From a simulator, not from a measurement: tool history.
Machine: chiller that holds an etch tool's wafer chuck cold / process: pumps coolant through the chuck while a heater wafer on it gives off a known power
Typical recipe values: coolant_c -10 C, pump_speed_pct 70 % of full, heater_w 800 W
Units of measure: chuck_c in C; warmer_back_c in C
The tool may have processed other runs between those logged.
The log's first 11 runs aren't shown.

run	hour	coolant_c	pump_speed_pct	heater_w	chuck_c	warmer_back_c
12	587.3	-20	70	800	-14.4	3.11
13	627.4	-18	70	800	-12.5	3.20
14	693.8	-11	70	800	-5.6	3.14
15	721.1	-11	70	800	-5.6	3.13
16	779.6	-11	70	800	-5.5	3.16
17	835.3	-11	70	800	-5.4	3.16
18	899.5	-10	76	800	-5.0	2.90
19	940.0	-10	93	800	-5.8	2.40
20	1001.0	-10	87	579	-6.9	1.80
# hour 1010.7: coolant pump overhauled
21	1034.4	-13	66	574	-9.2	2.40
22	1090.2	-17	81	640	-13.2	2.23
# hour 1134.3: coolant pump overhauled, once more
23	1161.3	-17	81	1111	-10.4	3.67
24	1226.8	-17	81	673	-13.2	2.17
25	1283.0	-17	93	937	-12.4	2.66
26	1337.0	-17	77	691	-13.1	2.34
27	1392.9	-17	77	691	-12.8	2.41
28	1427.7	-13	60	800	-7.1	3.55
29	1475.1	-12	72	800	-7.2	2.99
30	1527.0	-10	63	638	-5.5	2.59
31	1581.0	-10	70	566	-6.6	2.14
32	1612.1	-2	69	867	3.6	3.39

What if the next run were any one of these 4? Each begins from the tool's condition after run 32:
A	1640.0	-2	69	630	?	?
B	1640.0	-1	100	800	?	?
C	1640.0	-10	70	735	?	?
D	1640.0	-13	75	523	?	?

run	chuck_c	warmer_back_c
A	1.9	2.43
B	2.7	2.19
C	-5.4	2.72
D	-10.1	1.87
Without the tool's unlogged condition, the same runs would have read:
run	chuck_c	warmer_back_c
A	2.5	2.42
B	3.3	2.17
C	-4.8	2.70
D	-9.5	1.86
